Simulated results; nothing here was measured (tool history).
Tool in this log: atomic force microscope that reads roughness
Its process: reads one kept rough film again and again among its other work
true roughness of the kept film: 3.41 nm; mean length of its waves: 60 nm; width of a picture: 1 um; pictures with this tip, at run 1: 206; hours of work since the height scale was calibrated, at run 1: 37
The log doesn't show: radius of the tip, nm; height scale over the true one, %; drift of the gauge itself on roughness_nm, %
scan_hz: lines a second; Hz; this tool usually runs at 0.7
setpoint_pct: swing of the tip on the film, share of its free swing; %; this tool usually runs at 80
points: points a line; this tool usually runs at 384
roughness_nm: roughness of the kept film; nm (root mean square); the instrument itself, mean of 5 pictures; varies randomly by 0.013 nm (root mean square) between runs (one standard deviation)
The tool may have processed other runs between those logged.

run    day  scan_hz  setpoint_pct  points  pictures with this tip  hours of work since the height scale was calibrated  roughness_nm
  1      0      0.7            80     384                     206                                                   37         3.025
  2  0.288      0.7            80     384                     217                                                   41         3.036
  3  0.917      0.7            80     384                     240                                                   49         3.028
  4  1.354      0.7            80     384                     256                                                   55         2.985
  5  1.858      0.7            80     384                     275                                                   62         2.983
  6  2.483    1.354            80     384                     298                                                   71         2.903
  7  3.004      0.7            80     384                     318                                                   78         2.945
  8  3.562      0.7            80     384                     338                                                   85         2.942
  9  3.896      0.7            80     668                     351                                                   90         2.962
 10  4.317      0.7            73     384                     366                                                   95         2.952
     4.621  -- new tip fitted
 11  4.621      0.7            80     384                       0                                                   99         3.201
 12  5.162      0.7            80     384                      20                                                  106         3.163
 13  5.742    0.911            80     645                      42                                                  114         3.141
 14  6.229    0.716            83     384                      60                                                  121         3.099
 15  6.579    1.545            56     817                      73                                                  125         3.151
 16  6.858     1.32            66     384                      83                                                  129          3.14
 17  7.321    2.743            69     492                     100                                                  135         3.034
 18  7.775     1.17            80     538                     117                                                  141         3.059
 19  8.267    1.041            80     698                     135                                                  148         3.025
 20  8.692    1.041            80     698                     151                                                  154         3.042
 21  9.012    0.623            89     629                     163                                                  158         3.011
 22  9.488    0.623            89     629                     181                                                  165         3.024
 23  9.917    0.623            89     629                     197                                                  170         3.025

Describe how what the log doesn't record of the tool's condition differs between the last listed run preceding each entry between runs and the first listed run following it.
Logged between run 10 and run 11: new tip fitted (day 4.621)
  radius of the tip, nm: 34.9 -> 11.2; height scale over the true one, %: -0.31 -> -0.32
  measured minus no-state result, roughness_nm: -0.275 -> -0.024 nm (root mean square)

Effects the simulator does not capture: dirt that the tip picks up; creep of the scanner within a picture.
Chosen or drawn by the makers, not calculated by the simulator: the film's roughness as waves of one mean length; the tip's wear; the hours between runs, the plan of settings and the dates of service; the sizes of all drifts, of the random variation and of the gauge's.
